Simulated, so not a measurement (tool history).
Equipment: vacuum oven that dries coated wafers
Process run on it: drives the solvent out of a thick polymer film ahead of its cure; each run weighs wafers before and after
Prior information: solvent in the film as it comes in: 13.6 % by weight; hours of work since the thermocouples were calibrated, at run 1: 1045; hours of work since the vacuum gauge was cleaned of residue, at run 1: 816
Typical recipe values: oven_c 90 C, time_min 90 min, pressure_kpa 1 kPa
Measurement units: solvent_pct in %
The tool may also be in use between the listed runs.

| run | hour | oven_c | time_min | pressure_kpa | hours of work since the thermocouples were calibrated | hours of work since the vacuum gauge was cleaned of residue | solvent_pct |
|---|---|---|---|---|---|---|---|
| 1 | 0 | 90 | 90 | 1 | 1045 | 816 | 1.37 |
| 2 | 59.6 | 86 | 90 | 1 | 1072 | 844 | 1.85 |
| 3 | 121.7 | 86 | 90 | 1 | 1101 | 873 | 1.81 |
| 4 | 157.6 | 86 | 90 | 1 | 1118 | 889 | 1.82 |
| 5 | 203.9 | 85 | 90 | 1 | 1139 | 911 | 1.97 |
| 6 | 250.4 | 85 | 90 | 1 | 1161 | 932 | 1.97 |
| 7 | 291.1 | 80 | 48 | 0.56 | 1180 | 951 | 4.68 |
| 8 | 328.2 | 80 | 112 | 1.94 | 1197 | 969 | 3.87 |
| 9 | 364.4 | 80 | 112 | 1.94 | 1214 | 985 | 3.84 |
| 10 | 409 | 76 | 90 | 2.25 | 1235 | 1006 | 6.04 |
| 11 | 475.7 | 76 | 90 | 2.25 | 1266 | 1037 | 6.04 |
| 12 | 537.7 | 76 | 90 | 2.25 | 1295 | 1066 | 5.94 |

Measured less the same run without the tool's hidden state. The same run-to-run variation is in both; the gauge's scatter may not be:
Hidden state present: true wafer temperature over the reading, C; true pressure over the reading, kPa; drift of the gauge itself on solvent_pct, %.
| run | solvent_pct |
|---|---|
| 1 | -0.18 |
| 2 | -0.36 |
| 3 | -0.37 |
| 4 | -0.37 |
| 5 | -0.43 |
| 6 | -0.43 |
| 7 | -0.8 |
| 8 | -0.64 |
| 9 | -0.65 |
| 10 | -0.87 |
| 11 | -0.89 |
| 12 | -0.9 |
